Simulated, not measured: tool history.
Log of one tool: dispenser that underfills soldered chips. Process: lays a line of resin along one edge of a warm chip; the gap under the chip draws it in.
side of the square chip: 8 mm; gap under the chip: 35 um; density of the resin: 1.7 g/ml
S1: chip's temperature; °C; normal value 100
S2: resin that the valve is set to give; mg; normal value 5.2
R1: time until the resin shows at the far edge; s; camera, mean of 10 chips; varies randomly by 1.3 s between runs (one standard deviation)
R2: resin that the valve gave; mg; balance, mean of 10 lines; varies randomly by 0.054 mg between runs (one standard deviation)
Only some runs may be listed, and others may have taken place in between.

run,hour,S1,S2,R1,R2
1,0,100,5.2,156,5.2
# hour 3.7: new syringe of resin
2,4.7,100,5.2,136.2,5.26
3,8.5,87,5.2,261.2,5.2
4,11.2,87,5.2,280.8,5.15
# hour 13.9: new syringe of resin
5,14,100,5.2,129.5,5.13
6,17.7,100,5.2,146.9,5.1
7,20.5,100,5.2,156.9,5.16
8,22.9,100,5.2,165.8,5.07
# hour 23.9: new syringe of resin
9,26.7,107,5.2,109.2,5.18
10,31.2,107,5.2,125,5.12
# hour 33.8: new syringe of resin
11,34.8,107,5.2,103.2,5.17
12,39.1,107,5.2,115.8,5.06
13,42.4,107,5.2,131.8,5.11
# hour 43.7: new syringe of resin
14,45,100,5.2,141.7,5.1
15,49.8,100,5.2,163.3,5.14
16,52.4,100,5.2,174.7,4.98
# hour 53.9: new syringe of resin
17,55.6,100,5.2,142.6,5.06
18,60,100,5.2,160.2,4.99
19,62,107,4.97,132,4.88
# hour 63.8: new syringe of resin
20,65.3,107,4.97,109,4.84
21,67.4,107,4.97,112.6,4.79
22,71.1,110,5.2,111.1,4.92
# hour 73.7: new syringe of resin
23,75.5,87,5.2,249.4,5.09
24,80,87,5.2,280.4,4.86
# hour 83.5: new syringe of resin
25,84.3,113,4.89,84.2,4.62
26,86.9,85,6.77,276.2,6.44
27,90.6,85,6.77,304.2,6.42
# hour 93.3: new syringe of resin
28,94.7,86,6.36,253,6.09
29,97.2,95,4.78,195.3,4.41
30,100.3,93,6.43,215.2,6.1
# hour 103.1: new syringe of resin
31,104.9,93,6.43,181.7,6.12
32,108.4,98,5.2,170.2,4.89
33,111.5,98,5.2,185.8,4.93
# hour 112.9: new syringe of resin
34,114.3,98,5.2,153.9,4.89
35,118.8,110,5.17,106.7,4.84

Below, some changes in R1 between adjacent runs. For each, the amount present without the hidden state too (settings, incoming material, random variation) and the amount remaining for the hidden state with gauge scatter not shared by both compared results:
Hidden state present: resin's viscosity, % of fresh resin's; dose that the valve gives, % of what is set; true chip temperature over the reading, C; drift of the gauge itself on fill_s, %; drift of the gauge itself on given_mg, %.
Run 4 -> 5: S1 87 -> 100, new syringe of resin. R1 -151.3 s: hidden state -57.8, all else -93.5.
Run 24 -> 25: S1 87 -> 113, S2 5.2 -> 4.89, new syringe of resin. R1 -196.2 s: hidden state -52.1, all else -144.1.
Run 25 -> 26: S1 113 -> 85, S2 4.89 -> 6.77. R1 +192 s: hidden state +34.2, all else +157.8.
Run 27 -> 28: S1 85 -> 86, S2 6.77 -> 6.36, new syringe of resin. R1 -51.2 s: hidden state -45.6, all else -5.6.
